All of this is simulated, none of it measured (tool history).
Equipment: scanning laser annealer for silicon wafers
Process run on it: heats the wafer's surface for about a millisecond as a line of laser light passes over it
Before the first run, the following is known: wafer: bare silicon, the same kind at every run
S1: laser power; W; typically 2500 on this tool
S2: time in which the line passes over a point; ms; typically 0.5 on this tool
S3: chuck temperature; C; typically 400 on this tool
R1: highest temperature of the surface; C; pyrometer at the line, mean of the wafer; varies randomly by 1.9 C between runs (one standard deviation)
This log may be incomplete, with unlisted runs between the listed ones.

run   hour    S1     S2   S3    R1
  1      0  2500    0.5  400  1150
  2   19.4  2500    0.5  400  1151
  3   42.8  2279    0.5  400  1085
  4   63.4  2500  0.472  400  1128
  5   84.5  2500  0.472  400  1126
  6  104.2  2500  0.477  400  1133
  7  124.6  2500  0.477  400  1133
  8  142.9  2500  0.477  400  1132
  9  159.1  2500  0.477  400  1134
 10    185  2500    0.5  400  1153
 11  208.6  2500  0.398  400  1060
 12  244.2  2500  0.398  400  1059
 13  269.9  2500  0.386  400  1052
 14  291.6  2500  0.386  400  1048
 15  322.8  2500  0.386  400  1050
 16  342.9  2500  0.386  400  1048
 17  368.5  2500    0.5  400  1152
 18  398.8  2500  0.532  400  1179
 19  415.9  2624    0.5  400  1191
 20  440.3  2624    0.5  400  1193
 21  462.6  2396  0.373  366   975
 22  482.3  2396  0.373  405  1015
 23  507.1  2277  0.541  413  1127
 24  534.4  2277  0.541  413  1128
 25  548.4  2303  0.459  403  1059
 26  575.7  2373  0.559  435  1193
 27  606.6  2331  0.562  402  1148
 28  627.5  2613  0.469  400  1160
 29  649.3  2613  0.469  400  1161
 30  663.1  2613  0.469  400  1157
 31    689  2629  0.387  414  1099
 32  716.3  2629  0.387  414  1099
 33  732.4  2500  0.532  367  1147
 34  761.5  2614  0.417  422  1133
 35  775.6  2614  0.417  422  1134
 36  789.4  2133  0.417  422   997
 37  814.6  2133  0.417  422   998
 38  836.6  2408  0.492  433  1151
 39  858.8  2673  0.441  400  1150
 40  873.9  2673  0.441  400  1152

Between the runs listed above, the log contained 2 entries, not reproduced here. Where in the sequence does each belong, and how does what the log doesn't record of the tool's condition differ from the listed run before to the listed run after?
After run 11, before run 12: optics aligned, line set to its width (hour 242.1)
  width of the line over the set one, %: 0.06 -> 0
After run 33, before run 34: window over the wafer cleaned (hour 748.4)
  light that passes the window, % of a clean one's: 99.92 -> 100

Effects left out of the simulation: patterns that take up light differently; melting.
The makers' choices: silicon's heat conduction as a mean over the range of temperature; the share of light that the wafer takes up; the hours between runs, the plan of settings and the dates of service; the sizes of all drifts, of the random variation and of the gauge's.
